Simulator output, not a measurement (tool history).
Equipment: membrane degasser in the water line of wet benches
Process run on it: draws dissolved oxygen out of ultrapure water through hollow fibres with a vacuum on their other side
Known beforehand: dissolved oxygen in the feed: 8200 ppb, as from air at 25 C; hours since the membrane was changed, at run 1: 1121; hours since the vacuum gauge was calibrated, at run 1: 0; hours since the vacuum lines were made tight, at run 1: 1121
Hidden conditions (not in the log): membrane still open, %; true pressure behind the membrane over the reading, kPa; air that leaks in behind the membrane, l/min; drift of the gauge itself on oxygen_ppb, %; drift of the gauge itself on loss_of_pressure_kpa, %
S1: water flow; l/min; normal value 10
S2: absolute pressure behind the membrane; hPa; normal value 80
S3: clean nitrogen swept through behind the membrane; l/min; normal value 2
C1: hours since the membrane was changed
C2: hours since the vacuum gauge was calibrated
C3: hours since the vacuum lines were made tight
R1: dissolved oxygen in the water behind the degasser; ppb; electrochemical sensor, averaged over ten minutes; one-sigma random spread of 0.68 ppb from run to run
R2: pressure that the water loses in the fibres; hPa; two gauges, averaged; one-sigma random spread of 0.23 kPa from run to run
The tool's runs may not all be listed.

{"run": 1, "hour": 0.0, "S1": 10, "S2": 80, "S3": 2, "C1": 1121, "C2": 0, "C3": 1121, "R1": 60.8, "R2": 595}
{"run": 2, "hour": 133.5, "S1": 10, "S2": 80, "S3": 2, "C1": 1254, "C2": 134, "C3": 1254, "R1": 59.7, "R2": 595.5}
{"run": 3, "hour": 274.6, "S1": 10, "S2": 80, "S3": 2, "C1": 1395, "C2": 275, "C3": 1395, "R1": 61.7, "R2": 598.6}
{"run": 4, "hour": 436.9, "S1": 10, "S2": 80, "S3": 1.29, "C1": 1558, "C2": 437, "C3": 1558, "R1": 93.2, "R2": 596.9}
{"run": 5, "hour": 659.5, "S1": 10, "S2": 80, "S3": 1.29, "C1": 1780, "C2": 660, "C3": 1780, "R1": 91.4, "R2": 595}
{"run": 6, "hour": 934.1, "S1": 10, "S2": 80, "S3": 1.29, "C1": 2055, "C2": 934, "C3": 2055, "R1": 92.5, "R2": 596.8}
{"run": 7, "hour": 1179.0, "S1": 10, "S2": 80, "S3": 2, "C1": 2300, "C2": 1179, "C3": 2300, "R1": 62.3, "R2": 597.7}
{"run": 8, "hour": 1423.4, "S1": 10, "S2": 80, "S3": 2.76, "C1": 2544, "C2": 1423, "C3": 2544, "R1": 45, "R2": 599.2}
{"run": 9, "hour": 1617.7, "S1": 9, "S2": 80, "S3": 2.76, "C1": 2738, "C2": 1618, "C3": 2738, "R1": 40.4, "R2": 539.1}
{"run": 10, "hour": 1907.6, "S1": 9, "S2": 80, "S3": 2.76, "C1": 3028, "C2": 1908, "C3": 3028, "R1": 41.2, "R2": 536.4}
{"run": 11, "hour": 2117.0, "S1": 9, "S2": 80, "S3": 2.76, "C1": 3238, "C2": 2117, "C3": 3238, "R1": 39.9, "R2": 538.8}
{"run": 12, "hour": 2321.3, "S1": 9, "S2": 80, "S3": 2.76, "C1": 3442, "C2": 2321, "C3": 3442, "R1": 39.9, "R2": 537.8}
{"run": 13, "hour": 2476.3, "S1": 12, "S2": 51.8, "S3": 2.88, "C1": 3597, "C2": 2476, "C3": 3597, "R1": 25.9, "R2": 716}
{"run": 14, "hour": 2677.9, "S1": 12, "S2": 51.8, "S3": 2.88, "C1": 3799, "C2": 2678, "C3": 3799, "R1": 26.5, "R2": 721.6}
{"run": 15, "hour": 2917.5, "S1": 12, "S2": 69, "S3": 2.93, "C1": 4038, "C2": 2918, "C3": 4038, "R1": 42.2, "R2": 715.7}
{"hour": 2940.2, "done": "seals of the vacuum lines changed"}
{"run": 16, "hour": 3179.4, "S1": 10, "S2": 59, "S3": 1.97, "C1": 4298, "C2": 3177, "C3": 239, "R1": 35.6, "R2": 596.6}
{"hour": 3287.5, "done": "vacuum gauge calibrated"}
{"run": 17, "hour": 3303.3, "S1": 10, "S2": 109.7, "S3": 1.75, "C1": 4421, "C2": 16, "C3": 363, "R1": 107.6, "R2": 597.4}
{"run": 18, "hour": 3533.9, "S1": 7, "S2": 80, "S3": 3, "C1": 4652, "C2": 246, "C3": 593, "R1": 28.6, "R2": 420.6}
{"run": 19, "hour": 3768.0, "S1": 11, "S2": 80, "S3": 1.54, "C1": 4886, "C2": 481, "C3": 827, "R1": 84.4, "R2": 657.8}

Run 20 has not been measured yet. What should we expect?
{"run": 20, "hour": 3990.4, "S1": 12, "S2": 104.6, "S3": 2.96, "C1": 5109, "C2": 703, "C3": 1050, "R1": "?", "R2": "?"}

R1: 77.1 ppb
R2: 717.2 hPa
With the hidden condition absent and the run-to-run variation left alone, this run would have shown R1 77 ppb, R2 716.7 hPa.
